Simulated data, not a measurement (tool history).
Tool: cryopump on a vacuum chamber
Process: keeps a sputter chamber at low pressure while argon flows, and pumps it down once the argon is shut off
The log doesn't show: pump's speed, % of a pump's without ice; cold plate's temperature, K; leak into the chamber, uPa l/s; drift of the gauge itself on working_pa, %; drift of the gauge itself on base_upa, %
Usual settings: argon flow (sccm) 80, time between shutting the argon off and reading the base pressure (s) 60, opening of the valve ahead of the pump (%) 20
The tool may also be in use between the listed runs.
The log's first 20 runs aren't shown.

run    hour  argon flow (sccm)  time between shutting the argon off and reading the base pressure (s)  opening of the valve ahead of the pump (%)  hours of work since the pump was warmed up and emptied  hours of work since the cold head was overhauled  hours of work since the chamber's fittings were tightened  pressure while argon flows (Pa)  pressure after the wait (uPa)
 21  1863.3                133                                                                     44                                          21                                                     497                                              4437                                                       1461                           0.7411                           3.89
 22  1979.4                 99                                                                     44                                          21                                                     587                                              4527                                                       1551                           0.5556                           3.88
 23  2074.5                 99                                                                     44                                          21                                                     661                                              4601                                                       1625                           0.5570                           4.07
 24  2171.5                 99                                                                    270                                          22                                                     736                                              4676                                                       1700                           0.5347                           2.73
 25  2256.8                 80                                                                    127                                          47                                                     802                                              4743                                                       1767                           0.2129                           3.22
 26  2335.0                 80                                                                    127                                          47                                                     863                                              4803                                                       1827                           0.2150                           3.37
 27  2394.9                 46                                                                     34                                          50                                                     909                                              4850                                                       1874                           0.1176                           5.10
     2468.9  -- pump warmed up, emptied and cooled again
 28  2486.7                 37                                                                     65                                          25                                                      14                                              4917                                                       1941                           0.1699                           3.69
 29  2565.4                 37                                                                     65                                          21                                                      75                                              4978                                                       2002                           0.2035                           3.75
 30  2630.8                 37                                                                     44                                          50                                                     126                                              5029                                                       2053                           0.0879                           4.43
     2661.0  -- leaking fittings of the chamber tightened, without venting
 31  2719.5                 37                                                                     44                                          50                                                     193                                              5096                                                         45                           0.0877                           1.94
 32  2790.5                 37                                                                     44                                          50                                                     248                                              5151                                                        100                           0.0883                           2.06
 33  2902.4                 98                                                                     44                                          20                                                     335                                              5238                                                        187                           0.5723                           2.16
 34  2990.8                101                                                                     34                                          24                                                     403                                              5307                                                        256                           0.4907                           2.71

4 ways to go on from here, each from the tool as it stands after run 34. What would each give?
  A  3050.4                104                                                                     34                                          24                                                     450                                              5353                                                        302                                ?                              ?
  B  3050.4                 60                                                                     60                                          32                                                     450                                              5353                                                        302                                ?                              ?
  C  3050.4                 37                                                                    163                                          20                                                     450                                              5353                                                        302                                ?                              ?
  D  3050.4                147                                                                     60                                          20                                                     450                                              5353                                                        302                                ?                              ?

run  pressure while argon flows (Pa)  pressure after the wait (uPa)
  A                           0.5083                           2.81
  B                           0.2215                           1.86
  C                           0.2162                           1.13
  D                           0.8542                           1.88
Without the tool's hidden state the same runs would have given:
run  pressure while argon flows (Pa)  pressure after the wait (uPa)
  A                           0.4912                           2.37
  B                           0.2117                           1.42
  C                           0.2101                           0.67
  D                           0.8301                           1.43
